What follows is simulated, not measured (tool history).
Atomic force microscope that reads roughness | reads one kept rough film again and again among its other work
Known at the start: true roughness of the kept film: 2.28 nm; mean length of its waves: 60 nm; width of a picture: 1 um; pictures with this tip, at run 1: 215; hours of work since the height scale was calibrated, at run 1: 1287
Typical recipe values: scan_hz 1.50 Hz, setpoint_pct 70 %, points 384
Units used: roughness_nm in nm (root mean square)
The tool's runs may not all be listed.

run    hour  scan_hz  setpoint_pct  points  pictures with this tip  hours of work since the height scale was calibrated  roughness_nm
  1     0.0     1.50            70     384                     215                                                 1287         2.060
  2    22.9     1.50            70     384                     269                                                 1304         2.044
       54.2  -- new tip fitted
  3    54.2     1.50            70     384                       0                                                 1328         2.153
  4    98.7     1.50            70     384                     106                                                 1362         2.121
  5   140.8     1.50            70     384                     207                                                 1394         2.059
  6   162.4     1.50            70     384                     259                                                 1411         2.041
      199.2  -- new tip fitted
  7   203.8     0.51            70     384                      11                                                 1442         2.210
  8   244.2     0.51            70     384                     108                                                 1473         2.155
  9   269.5     0.51            70     384                     168                                                 1492         2.122
 10   313.7     0.51            70     384                     274                                                 1526         2.087
      341.4  -- new tip fitted
 11   344.3     0.51            70     384                       7                                                 1549         2.200
 12   380.0     1.50            70     384                      92                                                 1576         2.128
 13   404.8     1.50            70     384                     152                                                 1595         2.102
 14   429.7     1.50            70     384                     211                                                 1614         2.068
 15   473.9     1.50            70     384                     317                                                 1648         2.008
      486.1  -- new tip fitted
 16   493.8     1.50            70     384                      18                                                 1663         2.179
 17   515.5     1.50            70     384                      70                                                 1680         2.121
 18   554.7     1.50            70     768                     164                                                 1710         2.104
 19   581.0     1.50            70     384                     226                                                 1730         2.063
 20   617.1     1.50            55     384                     313                                                 1758         2.050
      629.3  -- new tip fitted
 21   651.7     1.50            55     384                      53                                                 1784         2.200
 22   676.1     1.50            55     384                     112                                                 1802         2.148
 23   715.6     1.50            55     384                     206                                                 1833         2.125
 24   733.8     1.50            70     384                     250                                                 1847         2.060
 25   756.9     1.50            70     384                     305                                                 1864         2.036
      772.2  -- new tip fitted
 26   784.0     1.50            70     384                      28                                                 1885         2.158
 27   828.7     1.50            70     384                     135                                                 1919         2.104
 28   868.6     0.65            75     562                     231                                                 1949         2.083
 29   901.5     1.90            64     384                     309                                                 1975         2.038
      914.5  -- new tip fitted
 30   936.7     0.65            62     470                      53                                                 2001         2.176
 31   968.7     0.84            72     299                     130                                                 2026         2.135
 32   991.4     0.84            72     299                     184                                                 2043         2.101
 33  1017.8     0.67            65     494                     247                                                 2063         2.086
 34  1055.1     0.67            65     494                     336                                                 2092         2.041
     1059.3  -- new tip fitted
 35  1083.0     1.51            89     333                      57                                                 2113         2.056
 36  1107.3     1.51            83     259                     115                                                 2132         2.039
 37  1136.4     1.50            70     307                     184                                                 2154         2.069
 38  1157.6     1.50            65     935                     235                                                 2170         2.079
 39  1199.1     0.82            89     887                     334                                                 2202         1.994
     1203.5  -- new tip fitted
 40  1221.8     2.20            58     859                      44                                                 2219         2.184
 41  1241.5     2.31            89     392                      91                                                 2234         1.970
 42  1269.9     3.14            72     349                     159                                                 2256         2.028
 43  1297.7     3.14            72     349                     226                                                 2277         1.991
 44  1329.9     1.50            78     384                     302                                                 2302         2.003
     1345.4  -- new tip fitted
 45  1367.5     1.99            65     384                      53                                                 2330         2.153
 46  1406.6     1.68            57     334                     147                                                 2360         2.139
 47  1426.2     2.30            62     359                     193                                                 2375         2.085
 48  1451.3     1.33            86     384                     253                                                 2394         2.009
 49  1474.5     0.59            70     606                     309                                                 2412         2.055
     1488.1  -- new tip fitted
 50  1494.2     1.84            65     358                      15                                                 2427         2.187
 51  1517.3     1.50            83     384                      70                                                 2444         2.099
 52  1537.4     3.82            83     384                     118                                                 2460         1.924
 53  1567.7     3.82            63     531                     191                                                 2483         2.035

Alternative continuations, all from the tool just after run 53; predict every row:
  A  1612.5     0.68            63     282                     298                                                 2517             ?
  B  1612.5     1.69            89     388                     298                                                 2517             ?
  C  1612.5     3.82            68     354                     298                                                 2517             ?

run  roughness_nm
  A         2.067
  B         1.942
  C         1.963
What these runs would have given with no unlogged condition in the tool:
run  roughness_nm
  A         2.195
  B         2.063
  C         2.085
